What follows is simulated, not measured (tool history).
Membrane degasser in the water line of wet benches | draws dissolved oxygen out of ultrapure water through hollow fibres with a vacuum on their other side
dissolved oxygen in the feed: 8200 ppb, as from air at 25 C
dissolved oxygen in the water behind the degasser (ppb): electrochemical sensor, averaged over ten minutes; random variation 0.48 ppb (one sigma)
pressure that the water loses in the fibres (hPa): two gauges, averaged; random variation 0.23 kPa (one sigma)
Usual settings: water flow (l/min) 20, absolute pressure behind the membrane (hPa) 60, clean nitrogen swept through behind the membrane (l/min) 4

run      day  water flow (l/min)  absolute pressure behind the membrane (hPa)  clean nitrogen swept through behind the membrane (l/min)  dissolved oxygen in the water behind the degasser (ppb)  pressure that the water loses in the fibres (hPa)
  1        0                  20                                           60                                                         4                                                     41.1                                              567.1
  2    5.054                  20                                           60                                                         4                                                     42.2                                              567.3
      11.717  -- vacuum gauge calibrated
  3   13.304                  20                                         46.5                                                         4                                                     21.5                                              569.3
  4   23.388                  20                                         46.5                                                         4                                                     21.5                                              569.7
  5   30.312                  12                                           60                                                         4                                                     21.8                                              343.5
  6   34.933                  20                                           60                                                         4                                                     38.7                                              568.6
  7   44.796                  20                                           60                                                         4                                                     39.3                                              572.3
  8   49.662                  20                                           60                                                      2.19                                                     65.6                                              571.5
  9   58.175                  20                                           60                                                      7.72                                                     22.1                                              569.3
      63.162  -- seals of the vacuum lines changed
 10   63.162                  20                                           60                                                      7.72                                                     21.5                                              569.7
 11     73.4                  20                                           60                                                      7.72                                                     21.8                                              572.2
 12   81.042                  20                                           60                                                      7.72                                                     23.1                                              576.8
 13   90.529                  20                                           60                                                      7.72                                                     22.8                                              582.1
 14   97.338                  20                                           60                                                      7.72                                                       22                                              575.5
 15  102.575                  20                                           60                                                      9.31                                                     19.1                                              577.3
 16  109.842                  20                                           60                                                      9.31                                                     20.1                                              582.7
 17  118.321                  26                                         40.4                                                      4.31                                                     25.2                                              751.3
 18  122.917                  26                                         40.4                                                      4.31                                                     25.8                                              754.2
 19  133.021                  22                                         89.5                                                      1.94                                                    159.1                                              639.8
 20    143.5                  12                                        112.5                                                     11.37                                                     22.5                                              350.6
 21  150.788                  15                                           60                                                         4                                                     28.9                                              438.2
 22  160.196                  15                                           60                                                         4                                                     28.9                                              443.2
 23    167.7                  18                                         36.8                                                      3.99                                                     10.1                                              529.3
 24  174.942                  18                                         71.6                                                      2.36                                                     78.9                                              528.5
 25  180.683                  17                                        127.3                                                      2.36                                                    170.9                                              500.2
 26  190.683                  17                                        127.3                                                      2.36                                                      169                                              497.2
 27  200.025                  20                                        111.6                                                         4                                                    101.9                                              590.9
 28  206.783                  21                                         68.4                                                      6.39                                                     36.6                                              620.6
 29  216.646                  21                                         51.4                                                      3.65                                                     36.2                                              620.9
 30  224.371                  24                                         93.3                                                     10.71                                                     46.3                                              711.6
 31   234.55                  24                                         93.3                                                     10.71                                                     45.3                                              713.1
 32  240.771                  19                                        142.5                                                      4.54                                                    118.9                                              567.3

Some steps in dissolved oxygen in the water behind the degasser (ppb) between neighbouring runs. How much of each would the tool show without its hidden state too (settings, what came in, random variation), and how much is left for the hidden state, with any gauge scatter that isn't in both results?
The hidden state here: membrane still open, %; true pressure behind the membrane over the reading, kPa; air that leaks in behind the membrane, l/min; drift of the gauge itself on oxygen_ppb, %; drift of the gauge itself on loss_of_pressure_kpa, %.
Run 2 -> 3: absolute pressure behind the membrane (hPa) 60 -> 46.5, vacuum gauge calibrated. dissolved oxygen in the water behind the degasser (ppb) -20.7: hidden state -3.4, all else -17.3.
Run 16 -> 17: water flow (l/min) 20 -> 26, absolute pressure behind the membrane (hPa) 60 -> 40.4, clean nitrogen swept through behind the membrane (l/min) 9.31 -> 4.31. dissolved oxygen in the water behind the degasser (ppb) +5.1: hidden state +2.1, all else +3.
Run 18 -> 19: water flow (l/min) 26 -> 22, absolute pressure behind the membrane (hPa) 40.4 -> 89.5, clean nitrogen swept through behind the membrane (l/min) 4.31 -> 1.94. dissolved oxygen in the water behind the degasser (ppb) +133.3: hidden state +1.6, all else +131.7.
Run 19 -> 20: water flow (l/min) 22 -> 12, absolute pressure behind the membrane (hPa) 89.5 -> 112.5, clean nitrogen swept through behind the membrane (l/min) 1.94 -> 11.37. dissolved oxygen in the water behind the degasser (ppb) -136.6: hidden state -4.4, all else -132.2.
Run 24 -> 25: water flow (l/min) 18 -> 17, absolute pressure behind the membrane (hPa) 71.6 -> 127.3. dissolved oxygen in the water behind the degasser (ppb) +92: hidden state +1.2, all else +90.8.

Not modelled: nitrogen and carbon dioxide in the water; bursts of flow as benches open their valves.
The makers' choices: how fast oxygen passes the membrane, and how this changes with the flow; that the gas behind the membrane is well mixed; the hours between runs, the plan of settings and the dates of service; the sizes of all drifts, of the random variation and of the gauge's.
